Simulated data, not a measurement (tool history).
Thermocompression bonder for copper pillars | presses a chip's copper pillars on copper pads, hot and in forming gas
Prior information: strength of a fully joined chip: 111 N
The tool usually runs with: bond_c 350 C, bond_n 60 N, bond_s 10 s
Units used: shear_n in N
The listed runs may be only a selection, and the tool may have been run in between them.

run     day  bond_c  bond_n  bond_s  shear_n
  1   0.000     350      60      10     61.8
  2   0.542     350      60      10     62.1
  3   1.046     350      60      10     61.0
  4   1.346     350      60      10     60.5
  5   1.783     350      60      10     60.5
  6   2.100     350      60      10     61.4
  7   2.721     350      60      10     59.9
  8   3.046     350      60      10     60.5
  9   3.588     350      68      10     64.8
 10   4.142     350      60      10     58.7
 11   4.688     376      60      10     74.8
 12   5.067     350      60      10     58.1
 13   5.371     350      88      10     74.9
 14   5.808     336      43      23     48.3
 15   6.354     332      62      20     60.8
 16   6.642     332      62      20     60.2
 17   7.096     375      43      19     68.0
 18   7.429     375      43      19     67.7
      7.546  -- force cell calibrated
      7.692  -- forming gas filter changed
 19   8.108     364      76       9     78.9
 20   8.662     331      60      10     47.5
 21   9.208     361      60      10     65.2
 22   9.638     350      60       6     47.3
 23   9.921     350      56      23     71.8
 24  10.421     350      56      23     71.8
 25  10.992     373      56      23     84.7

4 options for the next run, each taken on its own from the tool as it stands now. Forecast them:
     11.167  -- force cell calibrated, once more
  A  11.558     346      49      13        ?
     11.167  -- force cell calibrated, once more
  B  11.558     350      74      15        ?
     11.167  -- force cell calibrated, once more
  C  11.558     348      60      10        ?
     11.167  -- force cell calibrated, once more
  D  11.558     350      78      11        ?

run  shear_n
  A     52.2
  B     76.8
  C     58.2
  D     74.5
The same runs, with their run-to-run variation unchanged, on a tool lacking any hidden condition would have given:
run  shear_n
  A     55.5
  B     81.2
  C     61.8
  D     78.8

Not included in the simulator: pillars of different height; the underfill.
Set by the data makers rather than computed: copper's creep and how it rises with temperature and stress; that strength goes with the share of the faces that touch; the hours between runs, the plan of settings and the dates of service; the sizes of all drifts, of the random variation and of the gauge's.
